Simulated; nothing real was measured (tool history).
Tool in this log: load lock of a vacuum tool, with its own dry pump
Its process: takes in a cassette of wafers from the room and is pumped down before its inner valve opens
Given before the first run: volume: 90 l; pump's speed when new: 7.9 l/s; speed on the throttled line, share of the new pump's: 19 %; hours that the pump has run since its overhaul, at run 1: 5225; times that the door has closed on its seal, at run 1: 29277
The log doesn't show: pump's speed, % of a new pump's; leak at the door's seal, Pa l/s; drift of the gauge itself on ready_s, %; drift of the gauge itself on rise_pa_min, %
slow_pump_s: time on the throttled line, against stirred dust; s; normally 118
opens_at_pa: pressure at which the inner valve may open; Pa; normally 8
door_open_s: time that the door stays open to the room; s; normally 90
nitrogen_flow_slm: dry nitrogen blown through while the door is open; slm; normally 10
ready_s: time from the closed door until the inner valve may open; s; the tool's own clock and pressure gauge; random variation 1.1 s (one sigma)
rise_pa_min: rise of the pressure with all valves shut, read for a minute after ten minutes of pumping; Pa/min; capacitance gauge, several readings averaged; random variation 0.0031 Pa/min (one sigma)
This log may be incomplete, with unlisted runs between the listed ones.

| run | hour | slow_pump_s | opens_at_pa | door_open_s | nitrogen_flow_slm | hours that the pump has run since its overhaul | times that the door has closed on its seal | incoming humidity of the room's air, % | ready_s | rise_pa_min |
|---|---|---|---|---|---|---|---|---|---|---|
| 1 | 0.0 | 118 | 8 | 90 | 10 | 5225 | 29277 | 45.9 | 204.1 | 0.062 |
| 2 | 79.4 | 118 | 8 | 90 | 10 | 5304 | 29588 | 45.5 | 204.6 | 0.065 |
| 3 | 172.1 | 118 | 8 | 90 | 10 | 5397 | 29952 | 43.4 | 203.7 | 0.064 |
| 4 | 257.3 | 118 | 8 | 90 | 10 | 5482 | 30286 | 46.6 | 203.8 | 0.058 |
| 5 | 418.7 | 118 | 8 | 90 | 10 | 5644 | 30919 | 44.1 | 205.8 | 0.062 |
| 6 | 586.6 | 118 | 8 | 90 | 10 | 5811 | 31578 | 45.1 | 204.2 | 0.062 |
|  | 660.6 | door's seal changed, seat wiped |
| 7 | 713.6 | 118 | 8 | 90 | 10 | 5937 | 208 | 44.5 | 202.3 | 0.065 |
| 8 | 786.5 | 118 | 8 | 217 | 10 | 6010 | 494 | 48.0 | 204.1 | 0.137 |
| 9 | 925.2 | 118 | 8 | 217 | 10 | 6149 | 1038 | 48.1 | 204.7 | 0.130 |
| 10 | 1100.8 | 118 | 8 | 217 | 10 | 6324 | 1727 | 48.2 | 203.8 | 0.135 |
| 11 | 1237.7 | 118 | 8 | 128 | 10 | 6461 | 2264 | 47.4 | 205.1 | 0.088 |
| 12 | 1343.7 | 118 | 8 | 78 | 10 | 6567 | 2680 | 42.4 | 204.5 | 0.051 |
| 13 | 1486.1 | 118 | 8 | 78 | 10 | 6709 | 3238 | 42.8 | 204.2 | 0.053 |
| 14 | 1657.9 | 118 | 8 | 25 | 10 | 6881 | 3912 | 39.6 | 204.6 | 0.023 |
| 15 | 1762.2 | 118 | 8 | 25 | 10 | 6986 | 4321 | 41.2 | 205.4 | 0.020 |
| 16 | 1861.3 | 118 | 8 | 25 | 10 | 7085 | 4710 | 45.5 | 203.4 | 0.025 |
| 17 | 2011.1 | 118 | 8 | 125 | 10 | 7234 | 5298 | 47.7 | 205.2 | 0.083 |
| 18 | 2149.1 | 118 | 8 | 125 | 10 | 7372 | 5839 | 45.6 | 202.1 | 0.081 |
| 19 | 2318.8 | 118 | 15 | 73 | 10 | 7542 | 6505 | 42.4 | 197.9 | 0.048 |
| 20 | 2483.9 | 140 | 12 | 239 | 36 | 7707 | 7153 | 41.9 | 217.1 | 0.070 |
| 21 | 2563.3 | 69 | 11 | 239 | 16 | 7787 | 7464 | 44.6 | 160.3 | 0.108 |
| 22 | 2700.4 | 69 | 11 | 239 | 16 | 7924 | 8002 | 44.0 | 160.3 | 0.109 |
| 23 | 2868.5 | 118 | 12 | 76 | 10 | 8092 | 8661 | 42.2 | 198.8 | 0.052 |
| 24 | 3028.3 | 118 | 12 | 52 | 19 | 8252 | 9288 | 47.4 | 199.3 | 0.030 |
| 25 | 3112.5 | 93 | 8 | 235 | 10 | 8336 | 9618 | 46.4 | 184.3 | 0.137 |
| 26 | 3200.4 | 91 | 8 | 205 | 22 | 8424 | 9963 | 44.8 | 183.0 | 0.088 |
| 27 | 3310.2 | 71 | 8 | 220 | 10 | 8534 | 10394 | 43.2 | 166.0 | 0.119 |
| 28 | 3413.3 | 101 | 6 | 90 | 33 | 8637 | 10798 | 45.7 | 195.0 | 0.035 |
| 29 | 3503.9 | 101 | 6 | 90 | 33 | 8727 | 11153 | 47.1 | 192.8 | 0.037 |
| 30 | 3678.7 | 118 | 13 | 129 | 10 | 8902 | 11839 | 44.9 | 198.5 | 0.077 |
| 31 | 3834.9 | 118 | 8 | 90 | 6 | 9058 | 12452 | 45.3 | 203.9 | 0.071 |
| 32 | 3989.4 | 118 | 8 | 34 | 26 | 9213 | 13058 | 41.9 | 204.6 | 0.020 |

Run 33 is up next; what results do you expect?
| 33 | 4070.2 | 118 | 7 | 90 | 10 | 9294 | 13375 | 40.5 | ? | ? |

Run 33 measured ready_s 204.1 s, rise_pa_min 0.057 Pa/min.
Without the tool's hidden state the same run would have given ready_s 204.1 s, rise_pa_min 0.057 Pa/min.
